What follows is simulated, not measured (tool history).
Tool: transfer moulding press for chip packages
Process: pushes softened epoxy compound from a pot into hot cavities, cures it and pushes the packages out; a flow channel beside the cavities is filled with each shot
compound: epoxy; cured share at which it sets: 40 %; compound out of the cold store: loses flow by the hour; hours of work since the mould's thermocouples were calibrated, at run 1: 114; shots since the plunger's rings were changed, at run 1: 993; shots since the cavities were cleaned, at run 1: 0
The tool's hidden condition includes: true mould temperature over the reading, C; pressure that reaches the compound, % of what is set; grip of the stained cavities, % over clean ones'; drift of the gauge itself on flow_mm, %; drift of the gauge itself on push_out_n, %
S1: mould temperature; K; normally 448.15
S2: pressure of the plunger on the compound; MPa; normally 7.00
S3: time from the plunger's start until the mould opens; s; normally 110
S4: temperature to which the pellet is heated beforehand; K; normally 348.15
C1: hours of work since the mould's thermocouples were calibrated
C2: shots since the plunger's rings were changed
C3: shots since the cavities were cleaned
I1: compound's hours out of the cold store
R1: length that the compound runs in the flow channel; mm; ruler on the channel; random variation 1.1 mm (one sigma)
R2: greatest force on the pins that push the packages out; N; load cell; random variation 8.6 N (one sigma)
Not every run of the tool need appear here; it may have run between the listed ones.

run   hour      S1    S2   S3      S4   C1    C2   C3    I1   R1    R2
  1    0.0  448.15  7.00  110  348.15  114   993    0  43.3  732   398
  2   11.9  448.15  7.00  110  348.15  123  1121  128  14.4  819   486
  3   27.5  448.15  7.00  110  348.15  134  1289  296  40.6  737   575
  4   49.7  448.15  7.00  110  348.15  149  1528  535  16.8  811   725
      59.2  -- cavities cleaned with cleaning compound and waxed
  5   69.0  448.15  7.00  110  348.15  162  1720  106  34.8  753   469
  6   91.1  448.15  7.00  110  349.15  177  1958  344  40.6  734   566
  7  106.8  451.15  7.00  110  348.15  188  2127  513  19.4  787   601
     117.8  -- cavities cleaned with cleaning compound and waxed
  8  120.7  451.15  7.00  110  348.15  197  2260   31  26.5  766   362
  9  141.4  451.15  7.00  110  348.15  212  2483  254  19.9  783   515
 10  153.7  445.15  7.00  110  348.15  220  2616  387  22.4  795   765
 11  173.7  445.15  7.00  110  339.15  235  2830  601  20.7  801   891
     177.4  -- cavities cleaned with cleaning compound and waxed
 12  190.2  445.15  7.00  100  339.15  245  2993  139  38.2  746   736
 13  215.8  444.15  7.00  110  347.15  263  3268  414  11.6  833   863
     223.9  -- plunger's sealing rings changed
     238.4  -- cavities cleaned with cleaning compound and waxed
 14  247.1  444.15  6.58  147  347.15  282   234   94  21.6  792   388
 15  270.5  442.15  6.80  106  347.15  299   486  346  14.5  836  1008
 16  287.1  442.15  5.99   97  347.15  311   664  524  28.1  741  1316
     297.2  -- cavities cleaned with cleaning compound and waxed
 17  315.7  442.15  5.99   97  347.15  330   956  199   9.3  802  1105
 18  344.6  448.15  8.38  110  348.15  350  1267  510  19.2  883   690
     356.1  -- cavities cleaned with cleaning compound and waxed
 19  371.4  442.15  6.27  108  338.15  368  1540  165  41.1  717   750
 20  397.5  448.15  7.00  110  339.15  386  1820  445  42.1  732   633
     415.1  -- cavities cleaned with cleaning compound and waxed
 21  416.7  448.15  7.00  110  339.15  399  2011   17  43.7  729   378

Predict each of these 4 candidate next runs independently; none follows another, all start after run 21:
  A  435.0  448.15  7.00  110  353.15  412  2208  214  19.6   ?   ?
  B  435.0  448.15  7.00  110  340.15  412  2208  214  26.3   ?   ?
  C  435.0  448.15  6.89  110  339.15  412  2208  214  15.6   ?   ?
  D  435.0  446.15  7.00  110  348.15  412  2208  214  42.2   ?   ?

run   R1   R2
  A  796  531
  B  777  531
  C  806  573
  D  737  559
With no hidden state in the tool, these same runs would have given:
run   R1   R2
  A  811  385
  B  792  383
  C  821  418
  D  751  405
